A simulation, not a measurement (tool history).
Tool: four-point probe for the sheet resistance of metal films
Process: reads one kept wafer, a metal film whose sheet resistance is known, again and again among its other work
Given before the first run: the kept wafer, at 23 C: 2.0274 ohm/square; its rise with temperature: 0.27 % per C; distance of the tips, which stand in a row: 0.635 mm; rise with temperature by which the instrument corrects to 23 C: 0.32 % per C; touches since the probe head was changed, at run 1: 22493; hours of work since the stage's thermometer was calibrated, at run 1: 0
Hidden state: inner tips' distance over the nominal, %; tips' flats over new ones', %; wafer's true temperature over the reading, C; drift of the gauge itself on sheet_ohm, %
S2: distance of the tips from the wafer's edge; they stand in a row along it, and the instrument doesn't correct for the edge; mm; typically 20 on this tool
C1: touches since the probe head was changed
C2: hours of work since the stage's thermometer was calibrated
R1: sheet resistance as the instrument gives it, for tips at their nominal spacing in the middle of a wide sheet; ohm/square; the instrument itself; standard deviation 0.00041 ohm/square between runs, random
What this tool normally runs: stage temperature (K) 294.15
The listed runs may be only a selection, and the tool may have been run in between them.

Run 1, hour 0: usual settings; C1 22493; C2 0. Result: R1 2.030911 ohm/square.
Run 2, hour 53.3: usual settings; C1 23431; C2 40. Result: R1 2.031311 ohm/square.
Run 3, hour 111.8: usual settings; C1 24460; C2 83. Result: R1 2.03091 ohm/square.
Run 4, hour 164.3: usual settings; C1 25384; C2 123. Result: R1 2.030378 ohm/square.
Run 5, hour 201.6: usual settings but S2 14 mm; C1 26039; C2 150. Result: R1 2.031599 ohm/square.
Run 6, hour 238.9: usual settings but S2 14 mm; C1 26695; C2 178. Result: R1 2.031765 ohm/square.
Run 7, hour 268.9: usual settings but S2 14 mm; C1 27225; C2 201. Result: R1 2.032393 ohm/square.
Run 8, hour 326.5: usual settings but S2 25 mm; C1 28237; C2 243. Result: R1 2.029793 ohm/square.
Run 9, hour 389: usual settings but stage temperature (K) 293.15; C1 29337; C2 290. Result: R1 2.031993 ohm/square.
Run 10, hour 420.2: usual settings but stage temperature (K) 292.15; C1 29885; C2 313. Result: R1 2.033163 ohm/square.
Run 11, hour 449.3: usual settings but stage temperature (K) 292.15; C1 30398; C2 335. Result: R1 2.03277 ohm/square.
Run 12, hour 489.6: usual settings but stage temperature (K) 292.15; C1 31108; C2 365. Result: R1 2.03219 ohm/square.
Run 13, hour 544.4: usual settings but stage temperature (K) 292.15; C1 32071; C2 406. Result: R1 2.031985 ohm/square.
Run 14, hour 572: usual settings; C1 32556; C2 426. Result: R1 2.029895 ohm/square.
Run 15, hour 613.1: usual settings; C1 33280; C2 457. Result: R1 2.029643 ohm/square.
Run 16, hour 673.2: usual settings; C1 34337; C2 502. Result: R1 2.030133 ohm/square.
Run 17, hour 732.5: usual settings; C1 35380; C2 546. Result: R1 2.029382 ohm/square.
Run 18, hour 783.1: usual settings; C1 36271; C2 584. Result: R1 2.029205 ohm/square.
Run 19, hour 815.8: usual settings but stage temperature (K) 298.15, S2 45 mm; C1 36846; C2 608. Result: R1 2.024557 ohm/square.
Run 20, hour 854.2: usual settings but stage temperature (K) 297.15, S2 18 mm; C1 37521; C2 637. Result: R1 2.025617 ohm/square.
Run 21, hour 890.8: usual settings but stage temperature (K) 293.15, S2 7 mm; C1 38165; C2 664. Result: R1 2.0381 ohm/square.
Run 22, hour 920.1: usual settings but stage temperature (K) 295.15, S2 7 mm; C1 38680; C2 686. Result: R1 2.035706 ohm/square.
Run 23, hour 959.6: usual settings but stage temperature (K) 295.15, S2 7 mm; C1 39375; C2 716. Result: R1 2.035606 ohm/square.
Run 24, hour 1012.7: usual settings but stage temperature (K) 291.15, S2 10 mm; C1 40310; C2 755. Result: R1 2.035792 ohm/square.
At hour 1016.1: stage's thermometer calibrated.
Run 25, hour 1053.4: usual settings but stage temperature (K) 291.15, S2 10 mm; C1 41017; C2 28. Result: R1 2.034906 ohm/square.
Run 26, hour 1097.3: usual settings but stage temperature (K) 296.15, S2 5 mm; C1 41789; C2 61. Result: R1 2.041668 ohm/square.
Run 27, hour 1136.5: usual settings but stage temperature (K) 296.15, S2 5 mm; C1 42479; C2 90. Result: R1 2.042118 ohm/square.
Run 28, hour 1186.6: usual settings but stage temperature (K) 301.15, S2 3 mm; C1 43360; C2 127. Result: R1 2.066643 ohm/square.
Run 29, hour 1247: usual settings but stage temperature (K) 295.15, S2 7 mm; C1 44424; C2 172. Result: R1 2.034632 ohm/square.
Run 30, hour 1294.1: usual settings but stage temperature (K) 304.15, S2 3 mm; C1 45253; C2 207. Result: R1 2.062544 ohm/square.
Run 31, hour 1320.1: usual settings but stage temperature (K) 304.15, S2 3 mm; C1 45709; C2 227. Result: R1 2.063953 ohm/square.
Run 32, hour 1357.1: usual settings but stage temperature (K) 304.15, S2 3 mm; C1 46361; C2 254. Result: R1 2.062899 ohm/square.
At hour 1397.4: stage's thermometer calibrated, once more.
Run 33, hour 1409.9: usual settings but stage temperature (K) 302.15; C1 47280; C2 9. Result: R1 2.02203 ohm/square.
Run 34, hour 1462.4: usual settings but stage temperature (K) 301.15, S2 4 mm; C1 48205; C2 48. Result: R1 2.047772 ohm/square.
Run 35, hour 1505.5: usual settings but stage temperature (K) 292.15, S2 12 mm; C1 48963; C2 81. Result: R1 2.034155 ohm/square.
Run 36, hour 1559.6: usual settings but stage temperature (K) 305.15, S2 7 mm; C1 49913; C2 121. Result: R1 2.025262 ohm/square.

Measured minus without-hidden-state, run by run (identical run-to-run variation in each term; gauge scatter may differ):
run         R1
  1   +0.00041
  2   +0.00028
  3  +0.000141
  4  +0.000017
  5  -0.000078
  6  -0.000156
  7  -0.000228
  8  -0.000363
  9  -0.000509
 10   -0.00059
 11  -0.000656
 12  -0.000752
 13  -0.000878
 14  -0.000937
 15  -0.001036
 16  -0.001174
 17  -0.001313
 18  -0.001437
 19  -0.001497
 20  -0.001588
 21  -0.001696
 22  -0.001755
 23  -0.001843
 24  -0.001989
 25  -0.002589
 26  -0.002672
 27  -0.002761
 28  -0.002884
 29  -0.003022
 30  -0.003108
 31  -0.003169
 32  -0.003255
 33  -0.000582
 34  -0.000712
 35  -0.000807
 36   -0.00091
